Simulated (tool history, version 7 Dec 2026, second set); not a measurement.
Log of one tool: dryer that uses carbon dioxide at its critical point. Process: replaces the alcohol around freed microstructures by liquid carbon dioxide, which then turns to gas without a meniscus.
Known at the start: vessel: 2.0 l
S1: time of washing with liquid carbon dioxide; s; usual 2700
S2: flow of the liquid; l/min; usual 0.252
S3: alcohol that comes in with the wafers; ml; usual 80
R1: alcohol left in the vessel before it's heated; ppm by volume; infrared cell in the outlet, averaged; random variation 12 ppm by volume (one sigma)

run	day	S1	S2	S3	R1
1	0	2700	0.252	80	934
2	1.025	2700	0.393	80	244
3	2.142	2700	0.393	80	265
4	3.138	2700	0.393	80	278
5	4.292	2700	0.252	80	1056
6	5.1	2700	0.252	80	1123
7	5.842	2700	0.252	80	1140
8	6.55	2700	0.252	80	1167
9	7.242	2700	0.252	80	1182
10	8.204	3300	0.252	80	642
11	9.246	3300	0.252	80	670
12	10.325	2700	0.252	42	787
13	11.258	2700	0.393	42	294
14	12.15	1860	0.252	80	3660
15	12.738	1860	0.252	80	3778
16	13.65	1680	0.252	80	4734
17	14.333	1680	0.252	80	5107
# day 14.529: inlet filter changed
18	15.55	1680	0.252	80	3621
19	16.212	1680	0.252	35	1753
20	17.096	2700	0.252	80	1026
21	17.754	2340	0.252	80	1622
22	18.862	2340	0.252	80	1674
23	19.438	2340	0.252	80	1710
24	20.254	2340	0.252	80	1812
25	20.871	2400	0.252	91	1870
26	21.708	2400	0.252	91	1873
27	22.346	2820	0.252	71	993
28	23.129	2820	0.252	71	1054
29	23.892	2820	0.252	71	1027
30	25.071	2820	0.252	71	1072
31	26.146	2820	0.358	71	477
# day 26.592: purifier's bed changed
32	27.079	2820	0.358	71	185
33	27.7	2700	0.199	85	2590
34	28.296	2700	0.199	85	2591
35	29.425	2700	0.404	61	135
36	30.067	4020	0.208	64	466
# day 30.521: inlet filter changed
37	30.621	4140	0.166	25	237
38	31.262	2040	0.328	80	850
39	31.912	2700	0.258	80	733
40	32.583	1860	0.42	83	507
41	33.388	3240	0.42	83	62
42	34.267	3240	0.264	83	366
43	35	3420	0.342	83	103
44	35.892	2700	0.413	80	128

The next listed run, before its measurement:
45	36.917	1980	0.335	36	?

R1: 518 ppm by volume
Without the tool's hidden state the same run would have given R1 369 ppm by volume.
